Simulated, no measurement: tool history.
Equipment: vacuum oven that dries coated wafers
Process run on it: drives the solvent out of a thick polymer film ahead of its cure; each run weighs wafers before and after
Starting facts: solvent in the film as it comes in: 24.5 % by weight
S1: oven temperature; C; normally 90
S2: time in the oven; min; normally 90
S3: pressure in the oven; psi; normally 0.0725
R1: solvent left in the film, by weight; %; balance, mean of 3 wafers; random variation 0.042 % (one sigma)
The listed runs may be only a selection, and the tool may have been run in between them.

| run | hour | S1 | S2 | S3 | R1 |
|---|---|---|---|---|---|
| 1 | 0 | 90 | 90 | 0.0725 | 2.71 |
| 2 | 92 | 90 | 90 | 0.0725 | 2.65 |
| 3 | 176 | 90 | 87 | 0.0725 | 2.77 |
| 4 | 226.9 | 90 | 90 | 0.0912 | 2.64 |
| 5 | 301.4 | 90 | 90 | 0.0725 | 2.53 |
| 6 | 372.1 | 90 | 90 | 0.0725 | 2.54 |
| 7 | 440.1 | 90 | 90 | 0.0725 | 2.47 |
| 8 | 505.2 | 90 | 90 | 0.0725 | 2.5 |
| 9 | 586.3 | 90 | 90 | 0.2438 | 2.87 |
| 10 | 680.2 | 90 | 90 | 0.0379 | 2.31 |
| 11 | 722.7 | 90 | 90 | 0.0379 | 2.34 |
| 12 | 767.4 | 101 | 90 | 0.0725 | 0.51 |
| 13 | 818.1 | 90 | 90 | 0.0725 | 2.39 |
| 14 | 899.5 | 90 | 90 | 0.0725 | 2.36 |
| 15 | 959.4 | 90 | 90 | 0.1294 | 2.49 |
| 16 | 1043.5 | 90 | 90 | 0.1294 | 2.49 |
|  | 1086.9 | oven's thermocouples calibrated |
| 17 | 1113.1 | 90 | 90 | 0.1294 | 2.97 |
| 18 | 1184.3 | 90 | 90 | 0.0725 | 2.89 |
| 19 | 1262.7 | 90 | 90 | 0.0725 | 2.84 |
| 20 | 1349.2 | 90 | 153 | 0.0725 | 1.04 |
| 21 | 1444.3 | 90 | 90 | 0.0368 | 2.66 |
| 22 | 1496.8 | 90 | 90 | 0.0368 | 2.71 |
| 23 | 1573.7 | 90 | 90 | 0.0368 | 2.68 |
| 24 | 1627.4 | 105 | 90 | 0.0725 | 0.38 |
| 25 | 1692.3 | 105 | 90 | 0.0725 | 0.42 |
| 26 | 1778.6 | 105 | 90 | 0.0725 | 0.36 |
| 27 | 1844.2 | 105 | 90 | 0.0725 | 0.37 |
| 28 | 1922.1 | 93 | 46 | 0.2078 | 5.43 |
|  | 1975.7 | vacuum gauge cleaned of residue and calibrated |
| 29 | 1995.3 | 87 | 131 | 0.1304 | 1.7 |
| 30 | 2095.4 | 87 | 131 | 0.1304 | 1.7 |
| 31 | 2151.5 | 95 | 56 | 0.0967 | 2.88 |
| 32 | 2205.9 | 76 | 139 | 0.0564 | 5.95 |
| 33 | 2256.3 | 76 | 119 | 0.1181 | 7.22 |
| 34 | 2322.4 | 76 | 119 | 0.1181 | 7.14 |
|  | 2378.9 | oven's thermocouples calibrated |
| 35 | 2426 | 94 | 101 | 0.0598 | 0.88 |
| 36 | 2492.9 | 94 | 103 | 0.0384 | 0.8 |
| 37 | 2574 | 94 | 103 | 0.0384 | 0.8 |
| 38 | 2669.9 | 94 | 103 | 0.0384 | 0.8 |
| 39 | 2756 | 90 | 70 | 0.115 | 3.78 |
| 40 | 2802.5 | 95 | 67 | 0.1861 | 2.26 |
| 41 | 2860.8 | 95 | 67 | 0.0377 | 1.97 |
| 42 | 2932.6 | 95 | 67 | 0.0377 | 1.95 |
| 43 | 3013 | 80 | 66 | 0.0692 | 9.05 |
| 44 | 3075.4 | 81 | 52 | 0.0693 | 10.3 |
| 45 | 3148.6 | 85 | 89 | 0.0725 | 4.49 |
| 46 | 3244.5 | 85 | 89 | 0.0725 | 4.31 |

Each row is a separate what-if for the run after 46, all from the same tool condition, not one after another. Results?
| A | 3309 | 90 | 152 | 0.0854 | ? |
| B | 3309 | 96 | 89 | 0.1207 | ? |
| C | 3309 | 101 | 128 | 0.0512 | ? |
| D | 3309 | 91 | 89 | 0.059 | ? |
| E | 3309 | 96 | 90 | 0.0408 | ? |

| run | R1 |
|---|---|
| A | 0.7 |
| B | 0.98 |
| C | 0.22 |
| D | 1.82 |
| E | 0.73 |
The same runs, with their run-to-run variation unchanged, on a tool lacking any hidden condition would have given:
| run | R1 |
|---|---|
| A | 0.72 |
| B | 1.06 |
| C | 0.15 |
| D | 2.06 |
| E | 0.81 |
